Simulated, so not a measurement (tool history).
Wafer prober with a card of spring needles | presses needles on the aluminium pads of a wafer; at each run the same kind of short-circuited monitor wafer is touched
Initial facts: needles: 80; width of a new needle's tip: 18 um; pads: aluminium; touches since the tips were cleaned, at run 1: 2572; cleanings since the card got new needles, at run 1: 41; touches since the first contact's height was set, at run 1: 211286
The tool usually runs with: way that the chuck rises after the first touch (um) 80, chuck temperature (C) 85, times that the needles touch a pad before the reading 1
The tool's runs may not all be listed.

run   hour  way that the chuck rises after the first touch (um)  chuck temperature (C)  times that the needles touch a pad before the reading  touches since the tips were cleaned  cleanings since the card got new needles  touches since the first contact's height was set  resistance of one needle with its contact and lead (mohm)  way that a needle slides on the pad (um)
  1    0.0                                                   80                     85                                                      1                                 2572                                        41                                            211286                                                        176                                     21.03
       4.4  -- tips cleaned on abrasive film
      14.8  -- tips cleaned on abrasive film
      15.1  -- height of the first contact set anew
  2   18.1                                                   80                     85                                                      1                                 1320                                        43                                              1320                                                        176                                     21.13
      25.2  -- tips cleaned on abrasive film
  3   33.3                                                   80                     85                                                      1                                 3552                                        44                                              7983                                                        178                                     20.95
      36.6  -- tips cleaned on abrasive film
  4   46.0                                                   80                     85                                                      1                                 4126                                        45                                             13523                                                        175                                     20.95
      47.1  -- tips cleaned on abrasive film
      57.2  -- tips cleaned on abrasive film
  5   62.6                                                   80                     85                                                      1                                 2376                                        47                                             20769                                                        174                                     21.32
      68.1  -- tips cleaned on abrasive film
  6   75.2                                                   80                     85                                                      1                                 3088                                        48                                             26247                                                        173                                     20.98
      78.5  -- tips cleaned on abrasive film
  7   83.7                                                   80                     81                                                      1                                 2287                                        49                                             29950                                                        178                                     21.10
      89.0  -- tips cleaned on abrasive film
  8   96.7                                                   80                     81                                                      1                                 3399                                        50                                             35649                                                        172                                     20.78
     100.1  -- tips cleaned on abrasive film
     111.6  -- tips cleaned on abrasive film
  9  112.5                                                   80                     81                                                      1                                  416                                        52                                             42539                                                        177                                     20.85
     122.8  -- tips cleaned on abrasive film
 10  125.3                                                  100                     85                                                      1                                 1103                                        53                                             48131                                                        171                                     26.51
     132.8  -- tips cleaned on abrasive film
 11  132.9                                                   80                     85                                                      1                                   18                                        54                                             51413                                                        175                                     21.24
     143.1  -- tips cleaned on abrasive film
 12  148.2                                                   80                     85                                                      1                                 2257                                        55                                             58122                                                        179                                     21.16
     153.3  -- tips cleaned on abrasive film
     163.5  -- tips cleaned on abrasive film
 13  163.5                                                   80                     85                                                      1                                    0                                        57                                             64765                                                        175                                     20.74
     174.2  -- tips cleaned on abrasive film
 14  174.6                                                   80                     85                                                      1                                  170                                        58                                             69630                                                        177                                     21.10
     184.7  -- tips cleaned on abrasive film
 15  189.2                                                   80                     85                                                      1                                 1990                                        59                                             76030                                                        175                                     20.84
     195.6  -- tips cleaned on abrasive film
 16  202.9                                                   80                     85                                                      1                                 3196                                        60                                             81997                                                        176                                     21.05
     205.6  -- tips cleaned on abrasive film
 17  214.8                                                   84                    113                                                      1                                 4051                                        61                                             87205                                                        181                                     22.18
     216.5  -- tips cleaned on abrasive film
     226.7  -- tips cleaned on abrasive film
 18  232.7                                                   80                    115                                                      2                                 2606                                        63                                             94992                                                        180                                     21.00
     236.8  -- tips cleaned on abrasive film
     246.8  -- tips cleaned on abrasive film
 19  246.8                                                   80                     33                                                      2                                    0                                        65                                            101135                                                        162                                     20.98
     257.3  -- tips cleaned on abrasive film
 20  260.1                                                   80                     33                                                      2                                 1218                                        66                                            106956                                                        165                                     21.28
     267.8  -- tips cleaned on abrasive film
 21  275.0                                                   80                     33                                                      2                                 3141                                        67                                            113465                                                        165                                     21.12
     278.2  -- tips cleaned on abrasive film
     288.5  -- tips cleaned on abrasive film
 22  291.5                                                   80                     66                                                      1                                 1295                                        69                                            120640                                                        172                                     21.03
     299.4  -- tips cleaned on abrasive film
 23  306.2                                                   80                     66                                                      1                                 3013                                        70                                            127093                                                        170                                     20.97
     309.7  -- tips cleaned on abrasive film
     320.6  -- tips cleaned on abrasive film
 24  324.6                                                   91                     60                                                      1                                 1783                                        72                                            135113                                                        169                                     24.12
     331.4  -- tips cleaned on abrasive film
     341.5  -- tips cleaned on abrasive film
 25  342.2                                                   68                    125                                                      2                                  325                                        74                                            142796                                                        185                                     17.87
     351.7  -- tips cleaned on abrasive film
 26  357.8                                                   84                     85                                                      3                                 2686                                        75                                            149597                                                        175                                     21.76
     361.8  -- tips cleaned on abrasive film
     372.1  -- tips cleaned on abrasive film
 27  372.9                                                   84                     85                                                      3                                  381                                        77                                            156184                                                        176                                     22.19
     382.9  -- tips cleaned on abrasive film
 28  388.1                                                   77                     85                                                      1                                 2267                                        78                                            162824                                                        180                                     20.55
     393.3  -- tips cleaned on abrasive film
     403.6  -- tips cleaned on abrasive film
 29  405.2                                                   79                    117                                                      2                                  739                                        80                                            170301                                                        182                                     20.67
     414.1  -- tips cleaned on abrasive film
 30  416.5                                                   89                     97                                                      1                                 1074                                        81                                            175214                                                        175                                     23.20
     424.0  -- tips cleaned on abrasive film
 31  426.2                                                   60                    105                                                      2                                  937                                        82                                            179425                                                        186                                     15.51

Consider 5 possible next runs. They are alternatives, not a sequence: every one starts from the tool as it was left by run 31. What does each give?
     434.8  -- tips cleaned on abrasive film
  A  438.4                                                   79                     85                                                      1                                 1576                                        83                                            184757                                                          ?                                         ?
     434.8  -- tips cleaned on abrasive film
  B  438.4                                                   93                    116                                                      3                                 1576                                        83                                            184757                                                          ?                                         ?
     434.8  -- tips cleaned on abrasive film
  C  438.4                                                   80                     36                                                      1                                 1576                                        83                                            184757                                                          ?                                         ?
     434.8  -- tips cleaned on abrasive film
  D  438.4                                                   80                     49                                                      1                                 1576                                        83                                            184757                                                          ?                                         ?
     434.8  -- tips cleaned on abrasive film
  E  438.4                                                   63                     92                                                      2                                 1576                                        83                                            184757                                                          ?                                         ?

run  resistance of one needle with its contact and lead (mohm)  way that a needle slides on the pad (um)
  A                                                        176                                     20.81
  B                                                        181                                     24.29
  C                                                        166                                     21.05
  D                                                        169                                     21.07
  E                                                        186                                     16.43
Without the tool's unlogged condition, the same runs would have read:
run  resistance of one needle with its contact and lead (mohm)  way that a needle slides on the pad (um)
  A                                                        176                                     20.82
  B                                                        181                                     24.30
  C                                                        165                                     21.06
  D                                                        169                                     21.08
  E                                                        186                                     16.44

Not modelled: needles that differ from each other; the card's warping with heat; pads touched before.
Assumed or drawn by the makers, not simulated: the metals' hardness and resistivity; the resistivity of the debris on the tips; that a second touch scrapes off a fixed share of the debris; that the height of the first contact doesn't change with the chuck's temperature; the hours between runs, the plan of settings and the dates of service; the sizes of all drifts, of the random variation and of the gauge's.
